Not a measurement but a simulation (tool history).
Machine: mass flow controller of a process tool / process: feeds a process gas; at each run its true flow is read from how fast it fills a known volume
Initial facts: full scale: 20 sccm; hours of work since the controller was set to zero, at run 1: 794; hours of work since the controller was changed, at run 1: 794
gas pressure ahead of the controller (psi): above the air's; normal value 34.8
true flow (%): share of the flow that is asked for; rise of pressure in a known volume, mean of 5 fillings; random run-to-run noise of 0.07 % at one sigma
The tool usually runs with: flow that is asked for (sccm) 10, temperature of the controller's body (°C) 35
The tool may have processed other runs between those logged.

| run | hour | flow that is asked for (sccm) | gas pressure ahead of the controller (psi) | temperature of the controller's body (°C) | hours of work since the controller was set to zero | hours of work since the controller was changed | true flow (%) |
|---|---|---|---|---|---|---|---|
| 1 | 0 | 10 | 34.8 | 35 | 794 | 794 | 98.44 |
| 2 | 311.7 | 10 | 31.3 | 35 | 931 | 931 | 98.07 |
| 3 | 541.6 | 10 | 31.3 | 35 | 1033 | 1033 | 98.12 |
| 4 | 698.9 | 5 | 34.8 | 35 | 1102 | 1102 | 97.16 |
| 5 | 915.7 | 10 | 34.8 | 35 | 1198 | 1198 | 98.04 |
| 6 | 1072.2 | 10 | 34.8 | 35 | 1267 | 1267 | 98.01 |
| 7 | 1261.7 | 10 | 34.8 | 35 | 1351 | 1351 | 97.89 |
| 8 | 1448.9 | 10 | 39.3 | 35 | 1433 | 1433 | 97.95 |
| 9 | 1658.5 | 10 | 34.8 | 35 | 1526 | 1526 | 97.77 |
| 10 | 1898.3 | 10 | 34.8 | 35 | 1632 | 1632 | 97.75 |
| 11 | 2115.6 | 10 | 34.8 | 35 | 1728 | 1728 | 97.5 |
| 12 | 2379.3 | 5 | 34.8 | 35 | 1844 | 1844 | 96.23 |
| 13 | 2656 | 5 | 34.8 | 35 | 1967 | 1967 | 96.06 |
| 14 | 2832.4 | 5 | 34.8 | 35 | 2044 | 2044 | 95.87 |
| 15 | 3142.5 | 8 | 39.3 | 32 | 2181 | 2181 | 96.56 |
| 16 | 3338.1 | 8 | 39.3 | 32 | 2268 | 2268 | 96.68 |
| 17 | 3590 | 3 | 35.4 | 32 | 2379 | 2379 | 93.74 |
| 18 | 3815.5 | 4 | 23.1 | 38 | 2479 | 2479 | 94.71 |
| 19 | 4077.3 | 4 | 23.1 | 38 | 2594 | 2594 | 94.47 |
| 20 | 4309.7 | 17 | 23.1 | 26 | 2697 | 2697 | 97.65 |
| 21 | 4616.6 | 17 | 23.1 | 26 | 2833 | 2833 | 97.51 |
| 22 | 4845.2 | 16 | 34.8 | 35 | 2933 | 2933 | 97.72 |

Run 23 comes next. What will it give?
| 23 | 4989.8 | 5 | 29.3 | 38 | 2997 | 2997 | ? |

{"run 23": {"true flow (%)": 94.71}}
If the tool had no hidden condition, the same run with the same run-to-run variation would have returned true flow (%) 98.78.
